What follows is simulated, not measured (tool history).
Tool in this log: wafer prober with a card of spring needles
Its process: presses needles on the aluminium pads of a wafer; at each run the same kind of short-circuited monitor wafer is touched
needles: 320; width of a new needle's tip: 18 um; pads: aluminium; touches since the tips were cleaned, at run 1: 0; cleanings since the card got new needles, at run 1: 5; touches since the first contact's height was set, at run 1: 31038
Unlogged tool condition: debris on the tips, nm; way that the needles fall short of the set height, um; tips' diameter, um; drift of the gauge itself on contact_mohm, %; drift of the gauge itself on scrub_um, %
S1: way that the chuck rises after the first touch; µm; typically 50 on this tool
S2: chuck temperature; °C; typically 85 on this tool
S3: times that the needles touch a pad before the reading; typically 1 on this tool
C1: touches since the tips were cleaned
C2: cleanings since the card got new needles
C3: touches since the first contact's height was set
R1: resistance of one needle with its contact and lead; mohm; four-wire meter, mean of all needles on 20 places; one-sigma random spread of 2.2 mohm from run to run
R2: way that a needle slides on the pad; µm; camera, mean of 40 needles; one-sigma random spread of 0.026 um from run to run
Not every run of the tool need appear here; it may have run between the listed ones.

run,hour,S1,S2,S3,C1,C2,C3,R1,R2
1,0.0,50,85,1,0,5,31038,246,9.77
2,5.4,50,85,2,2073,5,33111,246,9.71
# hour 14.6: tips cleaned on abrasive film
3,15.8,50,85,2,449,6,37039,245,9.72
4,25.1,50,85,1,4036,6,40626,245,9.72
# hour 28.6: tips cleaned on abrasive film
5,32.6,50,85,1,1529,7,43446,243,9.74
# hour 42.9: tips cleaned on abrasive film
6,43.5,50,85,3,209,8,47580,246,9.74
7,51.0,40,85,1,3077,8,50448,248,7.79
# hour 57.0: tips cleaned on abrasive film
8,62.3,40,85,1,2029,9,54763,248,7.76
# hour 71.0: tips cleaned on abrasive film
9,72.5,35,85,1,577,10,58604,251,6.81
10,83.3,35,85,1,4704,10,62731,252,6.77
# hour 85.6: tips cleaned on abrasive film
11,94.8,50,85,1,3527,11,67111,245,9.68
# hour 99.9: tips cleaned on abrasive film
12,105.8,35,85,1,2257,12,71282,249,6.73
13,112.9,35,85,1,4966,12,73991,250,6.74
# hour 114.6: tips cleaned on abrasive film
14,117.8,35,85,1,1217,13,75831,253,6.76
15,127.6,50,85,1,4991,13,79605,246,9.64
# hour 128.7: tips cleaned on abrasive film
16,137.1,50,85,1,3191,14,83192,246,9.63
# hour 143.1: tips cleaned on abrasive film
17,146.8,50,85,1,1436,15,86891,245,9.61
18,156.7,45,85,2,5209,15,90664,245,8.65
# hour 157.8: tips cleaned on abrasive film
19,166.4,48,85,1,3308,16,94358,250,9.23
# hour 171.9: tips cleaned on abrasive film
20,176.1,48,85,1,1626,17,98039,247,9.29
21,181.2,47,100,2,3565,17,99978,251,9.06
# hour 186.0: tips cleaned on abrasive film
22,186.0,47,100,2,0,18,101795,244,9.04
23,197.4,33,118,2,4347,18,106142,262,6.35
# hour 200.5: tips cleaned on abrasive film
24,207.1,50,108,2,2512,19,109808,249,9.61
# hour 215.0: tips cleaned on abrasive film
25,218.2,50,108,3,1210,20,114014,247,9.64
26,223.6,51,108,2,3296,20,116100,249,9.79
# hour 229.8: tips cleaned on abrasive film
27,235.1,70,108,2,2029,21,120463,246,13.39
28,240.1,50,52,2,3936,21,122370,240,9.63
# hour 243.8: tips cleaned on abrasive film
29,250.3,42,85,1,2486,22,126251,250,8.08
30,255.8,54,34,2,4578,22,128343,229,10.39
# hour 257.9: tips cleaned on abrasive film
31,264.1,50,26,2,2377,23,131512,233,9.55
# hour 264.7: gauge calibrated
# hour 272.5: tips cleaned on abrasive film
32,273.4,50,76,1,347,24,135035,243,9.74
33,283.1,50,76,1,4050,24,138738,242,9.68

3 ways to go on from here, each from the tool as it stands after run 33. What would each give?
# hour 286.6: height of the first contact set anew
# hour 287.7: tips cleaned on abrasive film
A,291.8,50,50,1,1550,25,1954,?,?
# hour 286.6: height of the first contact set anew
# hour 287.7: tips cleaned on abrasive film
B,291.8,50,50,1,1550,25,1954,?,?
# hour 286.6: height of the first contact set anew
# hour 287.7: tips cleaned on abrasive film
C,291.8,50,50,1,1550,25,1954,?,?

run,R1,R2
A,234,9.69
B,230,9.68
C,235,9.71
Without the tool's unlogged condition, the same runs would have read:
run,R1,R2
A,234,9.70
B,230,9.70
C,234,9.72
